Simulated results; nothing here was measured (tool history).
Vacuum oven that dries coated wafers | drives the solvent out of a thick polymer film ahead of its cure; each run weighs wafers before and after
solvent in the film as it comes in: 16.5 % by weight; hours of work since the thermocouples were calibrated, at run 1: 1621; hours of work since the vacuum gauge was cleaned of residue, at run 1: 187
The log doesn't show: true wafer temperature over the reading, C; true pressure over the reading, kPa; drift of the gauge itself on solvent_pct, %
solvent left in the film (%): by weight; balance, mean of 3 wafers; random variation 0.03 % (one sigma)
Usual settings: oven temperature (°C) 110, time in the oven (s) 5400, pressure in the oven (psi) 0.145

run	hour	oven temperature (°C)	time in the oven (s)	pressure in the oven (psi)	hours of work since the thermocouples were calibrated	hours of work since the vacuum gauge was cleaned of residue	solvent left in the film (%)
1	0.0	110	5400	0.145	1621	187	4.17
2	9.6	110	5400	0.145	1626	192	4.12
3	19.6	110	5400	0.145	1631	197	4.11
4	35.5	110	3300	0.145	1639	205	6.43
5	46.2	110	3300	0.145	1644	210	6.49
# hour 49.2: oven's thermocouples calibrated
6	64.4	105	5400	0.145	8	218	5.98
7	73.1	110	4440	0.212	12	222	5.30
8	82.3	110	6300	0.145	17	227	3.57
9	99.4	110	6300	0.145	25	236	3.56
# hour 110.8: oven's thermocouples calibrated, once more
10	110.8	113	6300	0.145	0	240	2.20
11	125.6	102	3120	0.405	7	248	9.19
12	137.8	96	3120	0.405	13	254	10.73

The same runs without the tool's hidden state, with the same run-to-run variation:
run	solvent left in the film (%)
1	3.68
2	3.63
3	3.62
4	5.93
5	5.99
6	5.28
7	4.62
8	2.94
9	2.93
10	2.15
11	9.13
12	10.68
